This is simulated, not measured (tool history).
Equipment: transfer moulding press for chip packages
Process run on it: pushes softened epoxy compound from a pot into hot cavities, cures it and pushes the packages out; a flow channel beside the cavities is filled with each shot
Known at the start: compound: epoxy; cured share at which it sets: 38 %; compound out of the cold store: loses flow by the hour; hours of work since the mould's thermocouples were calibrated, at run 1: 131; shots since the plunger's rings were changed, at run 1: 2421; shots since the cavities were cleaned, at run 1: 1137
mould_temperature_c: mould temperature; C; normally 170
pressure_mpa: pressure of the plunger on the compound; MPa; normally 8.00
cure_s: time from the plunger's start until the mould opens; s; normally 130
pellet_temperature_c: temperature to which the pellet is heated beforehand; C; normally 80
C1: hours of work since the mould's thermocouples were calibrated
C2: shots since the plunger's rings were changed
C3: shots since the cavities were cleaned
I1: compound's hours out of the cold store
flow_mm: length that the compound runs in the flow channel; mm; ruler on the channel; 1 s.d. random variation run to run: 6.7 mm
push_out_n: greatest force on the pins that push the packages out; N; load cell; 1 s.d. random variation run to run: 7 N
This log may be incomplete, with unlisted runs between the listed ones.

Run 1, hour 0.0: usual settings; C1 131; C2 2421; C3 1137; I1 43.7. Result: flow_mm 737 mm, push_out_n 474 N.
At hour 7.1: cavities cleaned with cleaning compound and waxed.
Run 2, hour 7.1: usual settings; C1 134; C2 2464; C3 0; I1 21.3. Result: flow_mm 792 mm, push_out_n 668 N.
Run 3, hour 14.7: usual settings; C1 138; C2 2521; C3 57; I1 14.8. Result: flow_mm 811 mm, push_out_n 643 N.
Run 4, hour 22.3: usual settings but pressure_mpa 9.50 MPa; C1 141; C2 2578; C3 114; I1 15.9. Result: flow_mm 877 mm, push_out_n 651 N.
Run 5, hour 26.8: usual settings but pressure_mpa 9.50 MPa; C1 143; C2 2613; C3 149; I1 13.2. Result: flow_mm 887 mm, push_out_n 669 N.
At hour 35.3: cavities cleaned with cleaning compound and waxed, once more.
Run 6, hour 35.3: usual settings but pressure_mpa 6.62 MPa; C1 147; C2 2665; C3 0; I1 29.2. Result: flow_mm 685 mm, push_out_n 295 N.
Run 7, hour 42.2: usual settings but pressure_mpa 6.62 MPa; C1 150; C2 2718; C3 53; I1 27.1. Result: flow_mm 702 mm, push_out_n 315 N.
Run 8, hour 45.9: usual settings but pressure_mpa 6.62 MPa; C1 152; C2 2746; C3 81; I1 23.3. Result: flow_mm 700 mm, push_out_n 331 N.
Run 9, hour 53.1: usual settings; C1 155; C2 2800; C3 135; I1 44.4. Result: flow_mm 738 mm, push_out_n 342 N.
Run 10, hour 58.2: usual settings; C1 158; C2 2839; C3 174; I1 31.4. Result: flow_mm 746 mm, push_out_n 363 N.
Run 11, hour 67.1: usual settings; C1 162; C2 2906; C3 241; I1 15.9. Result: flow_mm 787 mm, push_out_n 391 N.
Run 12, hour 74.8: usual settings; C1 166; C2 2964; C3 299; I1 24.6. Result: flow_mm 766 mm, push_out_n 386 N.
Run 13, hour 81.4: usual settings; C1 169; C2 3014; C3 349; I1 22.4. Result: flow_mm 782 mm, push_out_n 412 N.
Run 14, hour 87.6: usual settings; C1 172; C2 3061; C3 396; I1 31.5. Result: flow_mm 748 mm, push_out_n 415 N.
Run 15, hour 92.2: usual settings; C1 174; C2 3096; C3 431; I1 19.7. Result: flow_mm 792 mm, push_out_n 441 N.
Run 16, hour 99.3: usual settings but mould_temperature_c 165 C, pressure_mpa 9.65 MPa; C1 178; C2 3149; C3 484; I1 16.8. Result: flow_mm 888 mm, push_out_n 611 N.
Run 17, hour 105.6: usual settings but mould_temperature_c 165 C, pressure_mpa 9.65 MPa; C1 181; C2 3197; C3 532; I1 10.4. Result: flow_mm 895 mm, push_out_n 622 N.
Run 18, hour 113.3: usual settings but mould_temperature_c 167 C, pressure_mpa 6.93 MPa, cure_s 124 s; C1 185; C2 3255; C3 590; I1 23.6. Result: flow_mm 725 mm, push_out_n 595 N.
Run 19, hour 117.5: usual settings but mould_temperature_c 167 C, pressure_mpa 6.93 MPa, cure_s 124 s; C1 187; C2 3287; C3 622; I1 12.5. Result: flow_mm 746 mm, push_out_n 654 N.
Run 20, hour 122.1: usual settings but mould_temperature_c 167 C, pressure_mpa 6.93 MPa, cure_s 124 s; C1 189; C2 3321; C3 656; I1 13.3. Result: flow_mm 750 mm, push_out_n 624 N.
Run 21, hour 130.7: usual settings but cure_s 131 s; C1 193; C2 3387; C3 722; I1 26.3. Result: flow_mm 766 mm, push_out_n 480 N.
Run 22, hour 135.5: usual settings but mould_temperature_c 172 C; C1 195; C2 3423; C3 758; I1 39.6. Result: flow_mm 721 mm, push_out_n 420 N.
Run 23, hour 142.3: usual settings but mould_temperature_c 172 C, pressure_mpa 8.46 MPa, pellet_temperature_c 76 C; C1 199; C2 3474; C3 809; I1 43.8. Result: flow_mm 740 mm, push_out_n 419 N.
Run 24, hour 146.8: usual settings but mould_temperature_c 172 C, pressure_mpa 8.46 MPa, cure_s 113 s, pellet_temperature_c 88 C; C1 201; C2 3509; C3 844; I1 39.4. Result: flow_mm 748 mm, push_out_n 532 N.
Run 25, hour 155.8: usual settings but mould_temperature_c 167 C, pressure_mpa 6.65 MPa, cure_s 159 s, pellet_temperature_c 85 C; C1 205; C2 3577; C3 912; I1 11.0. Result: flow_mm 739 mm, push_out_n 452 N.
Run 26, hour 164.7: usual settings but mould_temperature_c 167 C, pressure_mpa 6.72 MPa, cure_s 113 s, pellet_temperature_c 73 C; C1 209; C2 3643; C3 978; I1 35.9. Result: flow_mm 677 mm, push_out_n 819 N.
Run 27, hour 170.2: usual settings but mould_temperature_c 167 C, pressure_mpa 6.72 MPa, cure_s 113 s, pellet_temperature_c 73 C; C1 212; C2 3685; C3 1020; I1 34.1. Result: flow_mm 686 mm, push_out_n 805 N.
Run 28, hour 174.1: usual settings but mould_temperature_c 167 C, pressure_mpa 6.72 MPa, cure_s 113 s, pellet_temperature_c 73 C; C1 214; C2 3714; C3 1049; I1 29.4. Result: flow_mm 694 mm, push_out_n 821 N.
Run 29, hour 178.8: usual settings but pellet_temperature_c 86 C; C1 216; C2 3750; C3 1085; I1 18.6. Result: flow_mm 777 mm, push_out_n 500 N.

Forecast each of these 4 alternatives for the next run:
Run A, hour 186.0: usual settings but mould_temperature_c 165 C, pressure_mpa 9.44 MPa, pellet_temperature_c 87 C; C1 220; C2 3805; C3 1140; I1 47.0. Result: flow_mm ?, push_out_n ?.
Run B, hour 186.0: usual settings but mould_temperature_c 166 C, pellet_temperature_c 75 C; C1 220; C2 3805; C3 1140; I1 36.4. Result: flow_mm ?, push_out_n ?.
Run C, hour 186.0: usual settings but mould_temperature_c 172 C, cure_s 136 s, pellet_temperature_c 90 C; C1 220; C2 3805; C3 1140; I1 28.3. Result: flow_mm ?, push_out_n ?.
Run D, hour 186.0: usual settings but pellet_temperature_c 78 C; C1 220; C2 3805; C3 1140; I1 45.6. Result: flow_mm ?, push_out_n ?.

run  flow_mm  push_out_n
  A      773         652
  B      738         642
  C      754         443
  D      713         496
Stripped of hidden state, with their random variation kept, the same runs would have yielded:
run  flow_mm  push_out_n
  A      821         365
  B      784         361
  C      801         250
  D      757         278
